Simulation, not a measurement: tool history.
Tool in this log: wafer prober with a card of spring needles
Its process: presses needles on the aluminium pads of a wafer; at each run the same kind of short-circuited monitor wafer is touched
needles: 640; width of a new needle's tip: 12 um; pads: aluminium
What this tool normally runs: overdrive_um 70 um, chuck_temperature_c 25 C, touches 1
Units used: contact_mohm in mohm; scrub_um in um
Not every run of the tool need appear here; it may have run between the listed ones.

run	day	overdrive_um	chuck_temperature_c	touches	contact_mohm	scrub_um
1	0	70	25	1	278	13.141
# day 0.354: tips cleaned on abrasive film
# day 0.829: tips cleaned on abrasive film
# day 1.417: tips cleaned on abrasive film
# day 1.892: tips cleaned on abrasive film
2	2.117	70	25	1	284	13.086
# day 2.475: tips cleaned on abrasive film
# day 3.062: tips cleaned on abrasive film
# day 3.654: tips cleaned on abrasive film
# day 4.125: tips cleaned on abrasive film
# day 4.717: tips cleaned on abrasive film
# day 5.304: tips cleaned on abrasive film
3	5.333	84	25	1	260	15.685
# day 5.804: tips cleaned on abrasive film
# day 6.396: tips cleaned on abrasive film
# day 6.983: tips cleaned on abrasive film
4	7.062	70	25	1	264	13.03
# day 7.533: tips cleaned on abrasive film
# day 8.125: tips cleaned on abrasive film
# day 8.596: tips cleaned on abrasive film
5	8.688	70	25	1	266	13.018
# day 8.817: height of the first contact set anew
# day 9.175: tips cleaned on abrasive film
# day 9.762: tips cleaned on abrasive film
# day 10.354: tips cleaned on abrasive film
# day 10.946: tips cleaned on abrasive film
6	11.1	70	25	2	268	13.107
# day 11.454: tips cleaned on abrasive film
# day 12.046: tips cleaned on abrasive film
# day 12.633: tips cleaned on abrasive film
7	12.683	70	25	2	257	13.106
# day 13.154: tips cleaned on abrasive film
# day 13.746: tips cleaned on abrasive film
8	14.183	70	58	2	288	13.056
# day 14.304: tips cleaned on abrasive film
# day 14.775: tips cleaned on abrasive film
# day 15.367: tips cleaned on abrasive film
# day 15.867: tips cleaned on abrasive film
9	15.867	70	58	2	261	13.037
# day 16.458: tips cleaned on abrasive film
# day 17.046: tips cleaned on abrasive film
# day 17.638: tips cleaned on abrasive film
# day 18.117: height of the first contact set anew
# day 18.238: tips cleaned on abrasive film
# day 18.817: tips cleaned on abrasive film
10	18.817	70	25	1	261	13.136
# day 19.292: tips cleaned on abrasive film
# day 19.879: tips cleaned on abrasive film
11	20.262	89	25	1	284	16.661
# day 20.383: tips cleaned on abrasive film
# day 20.854: tips cleaned on abrasive film
# day 21.446: tips cleaned on abrasive film
# day 22.033: tips cleaned on abrasive film
# day 22.508: tips cleaned on abrasive film
# day 23.096: tips cleaned on abrasive film
# day 23.688: tips cleaned on abrasive film
12	23.688	89	25	1	254	16.631
# day 24.275: tips cleaned on abrasive film
# day 24.867: tips cleaned on abrasive film
# day 25.338: tips cleaned on abrasive film
# day 25.929: tips cleaned on abrasive film
13	26.067	89	25	1	265	16.596
# day 26.421: tips cleaned on abrasive film
# day 27.012: tips cleaned on abrasive film
# day 27.492: height of the first contact set anew
# day 27.612: tips cleaned on abrasive film
# day 28.204: tips cleaned on abrasive film
14	28.625	89	25	1	283	16.68
# day 28.746: tips cleaned on abrasive film
# day 29.338: tips cleaned on abrasive film
# day 29.929: tips cleaned on abrasive film
# day 30.517: tips cleaned on abrasive film
# day 30.992: tips cleaned on abrasive film
# day 31.579: tips cleaned on abrasive film
15	31.842	89	25	1	278	16.639
# day 32.079: tips cleaned on abrasive film
# day 32.671: tips cleaned on abrasive film
# day 33.258: tips cleaned on abrasive film
# day 33.85: tips cleaned on abrasive film
16	34.2	89	25	1	280	16.596
# day 34.438: tips cleaned on abrasive film
# day 35.029: tips cleaned on abrasive film
# day 35.621: tips cleaned on abrasive film
17	35.917	65	54	1	302	12.07
# day 36.154: tips cleaned on abrasive film
# day 36.625: tips cleaned on abrasive film
# day 36.875: height of the first contact set anew
# day 37.229: tips cleaned on abrasive film
# day 37.817: tips cleaned on abrasive film
# day 38.408: tips cleaned on abrasive film
18	38.45	70	72	1	276	13.124
# day 38.921: tips cleaned on abrasive film
# day 39.512: tips cleaned on abrasive film
# day 40.1: tips cleaned on abrasive film
# day 40.692: tips cleaned on abrasive film
# day 41.279: tips cleaned on abrasive film
19	41.617	54	59	1	322	10.09
# day 41.854: tips cleaned on abrasive film
# day 42.442: tips cleaned on abrasive film
# day 43.033: tips cleaned on abrasive film
# day 43.504: tips cleaned on abrasive film
20	43.962	66	88	1	317	12.318
# day 44.083: tips cleaned on abrasive film
# day 44.675: tips cleaned on abrasive film
# day 45.267: tips cleaned on abrasive film
# day 45.854: tips cleaned on abrasive film
21	46.112	88	44	1	283	16.424
# day 46.242: height of the first contact set anew
# day 46.362: tips cleaned on abrasive film
# day 46.838: tips cleaned on abrasive film
# day 47.425: tips cleaned on abrasive film
22	47.725	50	44	1	318	9.365
# day 47.962: tips cleaned on abrasive film
# day 48.438: tips cleaned on abrasive film
# day 49.025: tips cleaned on abrasive film
# day 49.562: tips cleaned on abrasive film
23	49.562	66	75	1	266	12.35
# day 50.154: tips cleaned on abrasive film
# day 50.742: tips cleaned on abrasive film
# day 51.217: tips cleaned on abrasive film
24	51.333	81	57	1	283	15.119
# day 51.692: tips cleaned on abrasive film
# day 52.283: tips cleaned on abrasive film
# day 52.871: tips cleaned on abrasive film
# day 53.346: tips cleaned on abrasive film
# day 53.933: tips cleaned on abrasive film
25	54.204	65	48	3	272	12.101

Each row is a separate what-if for the run after 25, all from the same tool condition, not one after another. Results?
# day 54.442: tips cleaned on abrasive film
# day 55.033: tips cleaned on abrasive film
# day 55.504: tips cleaned on abrasive film
# day 55.633: height of the first contact set anew
# day 56.108: tips cleaned on abrasive film
A	56.125	60	37	1	?	?
# day 54.442: tips cleaned on abrasive film
# day 55.033: tips cleaned on abrasive film
# day 55.504: tips cleaned on abrasive film
# day 55.633: height of the first contact set anew
# day 56.108: tips cleaned on abrasive film
B	56.125	59	48	2	?	?
# day 54.442: tips cleaned on abrasive film
# day 55.033: tips cleaned on abrasive film
# day 55.504: tips cleaned on abrasive film
# day 55.633: height of the first contact set anew
# day 56.108: tips cleaned on abrasive film
C	56.125	69	28	2	?	?
# day 54.442: tips cleaned on abrasive film
# day 55.033: tips cleaned on abrasive film
# day 55.504: tips cleaned on abrasive film
# day 55.633: height of the first contact set anew
# day 56.108: tips cleaned on abrasive film
D	56.125	67	25	1	?	?

run	contact_mohm	scrub_um
A	268	11.253
B	267	11.054
C	260	12.943
D	265	12.574
Take away the tool's hidden state, keep each run's random variation, and the runs would have read:
run	contact_mohm	scrub_um
A	257	11.262
B	260	11.063
C	254	12.952
D	255	12.584
